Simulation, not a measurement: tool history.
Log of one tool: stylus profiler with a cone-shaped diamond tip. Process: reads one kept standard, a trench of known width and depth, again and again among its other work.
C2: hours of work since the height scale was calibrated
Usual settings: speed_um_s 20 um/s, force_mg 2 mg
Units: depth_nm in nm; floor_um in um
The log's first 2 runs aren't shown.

{"run": 3, "hour": 32.2, "speed_um_s": 20, "force_mg": 2, "scans with this tip": 4789, "C2": 461, "depth_nm": 201.51, "floor_um": 47.88}
{"run": 4, "hour": 49.2, "speed_um_s": 71, "force_mg": 2, "scans with this tip": 4902, "C2": 472, "depth_nm": 201.21, "floor_um": 47.57}
{"run": 5, "hour": 60.5, "speed_um_s": 71, "force_mg": 2, "scans with this tip": 4976, "C2": 479, "depth_nm": 201.44, "floor_um": 47.54}
{"run": 6, "hour": 74.6, "speed_um_s": 71, "force_mg": 2, "scans with this tip": 5069, "C2": 488, "depth_nm": 201.37, "floor_um": 47.58}
{"run": 7, "hour": 85.9, "speed_um_s": 20, "force_mg": 2, "scans with this tip": 5144, "C2": 495, "depth_nm": 201.36, "floor_um": 47.9}
{"run": 8, "hour": 99.8, "speed_um_s": 20, "force_mg": 2, "scans with this tip": 5235, "C2": 504, "depth_nm": 201.59, "floor_um": 47.91}
{"run": 9, "hour": 119.2, "speed_um_s": 20, "force_mg": 2, "scans with this tip": 5363, "C2": 516, "depth_nm": 201.72, "floor_um": 47.76}
{"run": 10, "hour": 128.3, "speed_um_s": 20, "force_mg": 2, "scans with this tip": 5423, "C2": 522, "depth_nm": 201.71, "floor_um": 47.89}
{"run": 11, "hour": 146.3, "speed_um_s": 20, "force_mg": 0.96, "scans with this tip": 5541, "C2": 533, "depth_nm": 201.31, "floor_um": 47.83}
{"run": 12, "hour": 160.0, "speed_um_s": 20, "force_mg": 0.96, "scans with this tip": 5632, "C2": 542, "depth_nm": 201.03, "floor_um": 47.84}
{"run": 13, "hour": 175.8, "speed_um_s": 20, "force_mg": 0.96, "scans with this tip": 5736, "C2": 552, "depth_nm": 201.24, "floor_um": 47.81}
{"run": 14, "hour": 184.9, "speed_um_s": 24, "force_mg": 2, "scans with this tip": 5796, "C2": 558, "depth_nm": 201.85, "floor_um": 47.84}
{"run": 15, "hour": 195.1, "speed_um_s": 24, "force_mg": 2, "scans with this tip": 5863, "C2": 564, "depth_nm": 201.7, "floor_um": 47.78}
{"run": 16, "hour": 204.5, "speed_um_s": 21, "force_mg": 2, "scans with this tip": 5925, "C2": 570, "depth_nm": 201.43, "floor_um": 47.83}
{"run": 17, "hour": 220.7, "speed_um_s": 51, "force_mg": 2, "scans with this tip": 6032, "C2": 581, "depth_nm": 201.55, "floor_um": 47.67}
{"run": 18, "hour": 230.4, "speed_um_s": 20, "force_mg": 2, "scans with this tip": 6096, "C2": 587, "depth_nm": 201.7, "floor_um": 47.74}
{"run": 19, "hour": 241.9, "speed_um_s": 20, "force_mg": 2, "scans with this tip": 6172, "C2": 594, "depth_nm": 201.58, "floor_um": 47.82}
{"run": 20, "hour": 260.2, "speed_um_s": 20, "force_mg": 2, "scans with this tip": 6292, "C2": 606, "depth_nm": 201.7, "floor_um": 47.79}
{"run": 21, "hour": 277.5, "speed_um_s": 20, "force_mg": 2.24, "scans with this tip": 6406, "C2": 617, "depth_nm": 201.77, "floor_um": 47.81}
{"run": 22, "hour": 295.8, "speed_um_s": 20, "force_mg": 2.24, "scans with this tip": 6527, "C2": 628, "depth_nm": 201.65, "floor_um": 47.78}
{"run": 23, "hour": 309.2, "speed_um_s": 20, "force_mg": 0.86, "scans with this tip": 6615, "C2": 637, "depth_nm": 201.27, "floor_um": 47.75}

Forecast run 24:
{"run": 24, "hour": 330.4, "speed_um_s": 6, "force_mg": 2.66, "scans with this tip": 6755, "C2": 650, "depth_nm": "?", "floor_um": "?"}

Run 24 gave depth_nm 201.78 nm, floor_um 47.88 um.
Without the tool's hidden state the same run would have given depth_nm 201.11 nm, floor_um 48.21 um.

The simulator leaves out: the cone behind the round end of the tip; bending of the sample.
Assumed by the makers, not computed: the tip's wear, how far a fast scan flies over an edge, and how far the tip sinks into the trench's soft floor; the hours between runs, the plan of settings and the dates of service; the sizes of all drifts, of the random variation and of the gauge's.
